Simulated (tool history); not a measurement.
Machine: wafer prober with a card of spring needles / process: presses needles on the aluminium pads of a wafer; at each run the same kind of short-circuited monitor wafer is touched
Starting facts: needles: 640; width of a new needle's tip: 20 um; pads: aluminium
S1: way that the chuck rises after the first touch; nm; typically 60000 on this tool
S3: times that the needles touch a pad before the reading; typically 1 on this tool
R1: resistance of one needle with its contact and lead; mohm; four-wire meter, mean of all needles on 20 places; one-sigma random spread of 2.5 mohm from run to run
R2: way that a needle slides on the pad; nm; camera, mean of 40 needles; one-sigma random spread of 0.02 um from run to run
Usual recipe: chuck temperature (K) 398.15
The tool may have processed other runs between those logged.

Run 1, hour 0: usual settings. Result: R1 282 mohm, R2 7750 nm.
Run 2, hour 12.7: usual settings. Result: R1 280 mohm, R2 7770 nm.
Run 3, hour 23.8: usual settings but S1 56000 nm. Result: R1 287 mohm, R2 7260 nm.
Run 4, hour 44.9: usual settings but S1 56000 nm. Result: R1 294 mohm, R2 7240 nm.
Run 5, hour 56.8: usual settings but S1 56000 nm. Result: R1 286 mohm, R2 7250 nm.
Run 6, hour 75.8: usual settings. Result: R1 283 mohm, R2 7750 nm.
Run 7, hour 90.8: usual settings. Result: R1 283 mohm, R2 7760 nm.
Run 8, hour 103.7: usual settings but chuck temperature (K) 304.15. Result: R1 261 mohm, R2 7770 nm.
Run 9, hour 129.3: usual settings but chuck temperature (K) 304.15. Result: R1 261 mohm, R2 7770 nm.
Run 10, hour 142.3: usual settings. Result: R1 287 mohm, R2 7760 nm.
Run 11, hour 157.8: usual settings. Result: R1 283 mohm, R2 7750 nm.
Run 12, hour 172: usual settings. Result: R1 285 mohm, R2 7770 nm.
Run 13, hour 182.9: usual settings but S1 49000 nm. Result: R1 285 mohm, R2 6370 nm.
Run 14, hour 206.5: usual settings but S1 43000 nm, chuck temperature (K) 320.15. Result: R1 266 mohm, R2 5580 nm.
Run 15, hour 229.3: usual settings but S1 43000 nm, chuck temperature (K) 320.15. Result: R1 267 mohm, R2 5570 nm.
Run 16, hour 245.7: usual settings but S1 69000 nm, chuck temperature (K) 385.15, S3 2. Result: R1 281 mohm, R2 8920 nm.
Run 17, hour 258.3: usual settings but S1 51000 nm. Result: R1 285 mohm, R2 6610 nm.
Run 18, hour 276.1: usual settings but S1 71000 nm. Result: R1 283 mohm, R2 9190 nm.
Run 19, hour 302.5: usual settings but S3 2. Result: R1 284 mohm, R2 7760 nm.
Run 20, hour 314.8: usual settings but S1 42000 nm, chuck temperature (K) 315.15, S3 2. Result: R1 266 mohm, R2 5420 nm.
Run 21, hour 341: usual settings but S1 42000 nm, chuck temperature (K) 315.15, S3 2. Result: R1 264 mohm, R2 5420 nm.
Run 22, hour 363.2: usual settings but S1 42000 nm, chuck temperature (K) 315.15, S3 2. Result: R1 268 mohm, R2 5430 nm.
Run 23, hour 389.8: usual settings but S1 42000 nm, chuck temperature (K) 315.15. Result: R1 269 mohm, R2 5460 nm.
Run 24, hour 416.1: usual settings but S1 42000 nm, chuck temperature (K) 315.15. Result: R1 266 mohm, R2 5430 nm.
Run 25, hour 434.1: usual settings but S1 63000 nm, chuck temperature (K) 326.15, S3 2. Result: R1 260 mohm, R2 8150 nm.
Run 26, hour 445.3: usual settings but S1 50000 nm, chuck temperature (K) 313.15, S3 3. Result: R1 264 mohm, R2 6460 nm.

Withheld: 74 entries from between the runs. Position of each, and hidden state at the listed run before versus the listed run after:
In the gap between runs 1 and 2: tips cleaned on abrasive film (hour 4); tips cleaned on abrasive film (hour 10.7)
  debris on the tips, nm: 0.9 -> 1.2
In the gap between runs 2 and 3: tips cleaned on abrasive film (hour 16.8); tips cleaned on abrasive film (hour 23.5)
  debris on the tips, nm: 1.2 -> 0.3; tips' diameter, um: 20.06 -> 20.07
In the gap between runs 3 and 4: tips cleaned on abrasive film (hour 29.2); tips cleaned on abrasive film (hour 35.9); tips cleaned on abrasive film (hour 42.6)
  debris on the tips, nm: 0.3 -> 1; way that the needles fall short of the set height, um: 0.04 -> 0.05
In the gap between runs 4 and 5: tips cleaned on abrasive film (hour 49); tips cleaned on abrasive film (hour 54.4)
  debris on the tips, nm: 1 -> 1.1
In the gap between runs 5 and 6: tips cleaned on abrasive film (hour 60.7); tips cleaned on abrasive film (hour 66.1); tips cleaned on abrasive film (hour 72.8)
  debris on the tips, nm: 1.1 -> 1.3
In the gap between runs 6 and 7: tips cleaned on abrasive film (hour 78.5); tips cleaned on abrasive film (hour 83.9); tips cleaned on abrasive film (hour 89.3)
  debris on the tips, nm: 1.3 -> 1; way that the needles fall short of the set height, um: 0.05 -> 0.06
In the gap between runs 7 and 8: tips cleaned on abrasive film (hour 94.9); tips cleaned on abrasive film (hour 100.3)
  debris on the tips, nm: 1 -> 1.5
In the gap between runs 8 and 9: tips cleaned on abrasive film (hour 106.1); tips cleaned on abrasive film (hour 112.7); tips cleaned on abrasive film (hour 119.4); tips cleaned on abrasive film (hour 126.1)
  debris on the tips, nm: 1.5 -> 1.4
In the gap between runs 9 and 10: tips cleaned on abrasive film (hour 131.8); tips cleaned on abrasive film (hour 137.9)
  debris on the tips, nm: 1.4 -> 1.7; way that the needles fall short of the set height, um: 0.06 -> 0.07
In the gap between runs 10 and 11: tips cleaned on abrasive film (hour 143.7); tips cleaned on abrasive film (hour 150.1); tips cleaned on abrasive film (hour 155.5)
  debris on the tips, nm: 1.7 -> 1.1
In the gap between runs 11 and 12: tips cleaned on abrasive film (hour 161.7); tips cleaned on abrasive film (hour 168.1); height of the first contact set anew (hour 171.1)
  debris on the tips, nm: 1.1 -> 1.5; way that the needles fall short of the set height, um: 0.07 -> 0; tips' diameter, um: 20.07 -> 20.08
In the gap between runs 12 and 13: tips cleaned on abrasive film (hour 174.8); tips cleaned on abrasive film (hour 180.2)
  debris on the tips, nm: 1.5 -> 1.2
In the gap between runs 13 and 14: tips cleaned on abrasive film (hour 185.6); tips cleaned on abrasive film (hour 192.1); tips cleaned on abrasive film (hour 198.6); tips cleaned on abrasive film (hour 205.3)
  debris on the tips, nm: 1.2 -> 0.6; way that the needles fall short of the set height, um: 0 -> 0.01
In the gap between runs 14 and 15: tips cleaned on abrasive film (hour 211.5); tips cleaned on abrasive film (hour 218); tips cleaned on abrasive film (hour 224.7)
  debris on the tips, nm: 0.6 -> 1.7
In the gap between runs 15 and 16: tips cleaned on abrasive film (hour 230.7); tips cleaned on abrasive film (hour 237.2); tips cleaned on abrasive film (hour 243.8)
  debris on the tips, nm: 1.7 -> 1.2
In the gap between runs 16 and 17: tips cleaned on abrasive film (hour 249.4); tips cleaned on abrasive film (hour 254.8)
  debris on the tips, nm: 1.2 -> 1.6; way that the needles fall short of the set height, um: 0.01 -> 0.02
In the gap between runs 17 and 18: tips cleaned on abrasive film (hour 261); tips cleaned on abrasive film (hour 267.6); tips cleaned on abrasive film (hour 274.3)
  debris on the tips, nm: 1.6 -> 0.8
In the gap between runs 18 and 19: tips cleaned on abrasive film (hour 280.2); tips cleaned on abrasive film (hour 286.7); tips cleaned on abrasive film (hour 293.5); tips cleaned on abrasive film (hour 298.9)
  debris on the tips, nm: 0.8 -> 1.6
In the gap between runs 19 and 20: tips cleaned on abrasive film (hour 305); tips cleaned on abrasive film (hour 310.4)
  debris on the tips, nm: 1.6 -> 1.7; way that the needles fall short of the set height, um: 0.02 -> 0.03
In the gap between runs 20 and 21: tips cleaned on abrasive film (hour 316.2); tips cleaned on abrasive film (hour 322.8); tips cleaned on abrasive film (hour 328.2); tips cleaned on abrasive film (hour 334.9); tips cleaned on abrasive film (hour 341)
  debris on the tips, nm: 1.7 -> 0.1; tips' diameter, um: 20.08 -> 20.09
In the gap between runs 21 and 22: tips cleaned on abrasive film (hour 347.5); tips cleaned on abrasive film (hour 353.8); tips cleaned on abrasive film (hour 360.2)
  debris on the tips, nm: 0.1 -> 1.2; way that the needles fall short of the set height, um: 0.03 -> 0.04
In the gap between runs 22 and 23: tips cleaned on abrasive film (hour 366); tips cleaned on abrasive film (hour 372.4); tips cleaned on abrasive film (hour 378.9); tips cleaned on abrasive film (hour 385.6)
  debris on the tips, nm: 1.2 -> 1.7
In the gap between runs 23 and 24: tips cleaned on abrasive film (hour 391.3); tips cleaned on abrasive film (hour 398); tips cleaned on abrasive film (hour 403.4); tips cleaned on abrasive film (hour 410); tips cleaned on abrasive film (hour 415.4)
  debris on the tips, nm: 1.7 -> 0.6; way that the needles fall short of the set height, um: 0.04 -> 0.05
In the gap between runs 24 and 25: tips cleaned on abrasive film (hour 421.4); tips cleaned on abrasive film (hour 427.7); tips cleaned on abrasive film (hour 433.1)
  no difference in the tool's unlogged condition between these two runs
In the gap between runs 25 and 26: tips cleaned on abrasive film (hour 439.4); tips cleaned on abrasive film (hour 445.3)
  debris on the tips, nm: 0.6 -> 0.1
